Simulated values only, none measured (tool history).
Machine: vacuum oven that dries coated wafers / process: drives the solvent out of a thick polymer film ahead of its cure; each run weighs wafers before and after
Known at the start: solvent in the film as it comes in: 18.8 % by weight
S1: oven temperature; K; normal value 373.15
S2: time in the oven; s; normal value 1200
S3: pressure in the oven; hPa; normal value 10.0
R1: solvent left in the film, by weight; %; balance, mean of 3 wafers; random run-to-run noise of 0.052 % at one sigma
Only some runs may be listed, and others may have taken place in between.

| run | hour | S1 | S2 | S3 | R1 |
|---|---|---|---|---|---|
| 1 | 0.0 | 373.15 | 1200 | 10.0 | 1.58 |
| 2 | 65.3 | 373.15 | 1200 | 10.0 | 1.61 |
| 3 | 131.7 | 373.15 | 1200 | 10.0 | 1.64 |
| 4 | 214.9 | 373.15 | 1200 | 10.0 | 1.58 |
| 5 | 281.2 | 373.15 | 1200 | 10.0 | 1.63 |
| 6 | 377.2 | 373.15 | 1200 | 10.0 | 1.54 |
| 7 | 429.8 | 373.15 | 1200 | 10.0 | 1.55 |
| 8 | 499.3 | 373.15 | 1200 | 10.0 | 1.61 |
|  | 566.0 | oven's thermocouples calibrated |
| 9 | 566.9 | 373.15 | 1200 | 10.0 | 1.54 |
| 10 | 627.6 | 373.15 | 1200 | 10.0 | 1.57 |
| 11 | 727.1 | 373.15 | 1200 | 10.0 | 1.65 |
| 12 | 837.8 | 373.15 | 1200 | 23.3 | 2.21 |
| 13 | 888.9 | 373.15 | 1200 | 23.3 | 2.19 |
| 14 | 988.4 | 373.15 | 1200 | 23.3 | 2.29 |
| 15 | 1054.5 | 364.15 | 1560 | 14.7 | 2.47 |
| 16 | 1149.4 | 378.15 | 720 | 7.4 | 2.53 |
| 17 | 1239.5 | 384.15 | 1200 | 10.0 | 0.54 |
| 18 | 1313.0 | 384.15 | 1200 | 10.0 | 0.65 |
| 19 | 1394.5 | 384.15 | 1080 | 10.0 | 0.84 |
| 20 | 1446.5 | 384.15 | 1080 | 11.9 | 0.83 |
| 21 | 1534.6 | 373.15 | 780 | 16.7 | 3.56 |
| 22 | 1637.3 | 359.15 | 780 | 11.9 | 6.38 |
| 23 | 1687.2 | 366.15 | 1200 | 26.5 | 3.81 |
| 24 | 1755.5 | 366.15 | 1200 | 26.5 | 3.86 |
| 25 | 1826.8 | 373.15 | 780 | 10.0 | 3.16 |
| 26 | 1930.7 | 373.15 | 1080 | 25.9 | 2.78 |

Run 27 comes next. What will it give?
| 27 | 2043.6 | 373.15 | 1080 | 25.9 | ? |

R1: 2.73 %
With the hidden condition absent and the run-to-run variation left alone, this run would have shown R1 2.72 %.
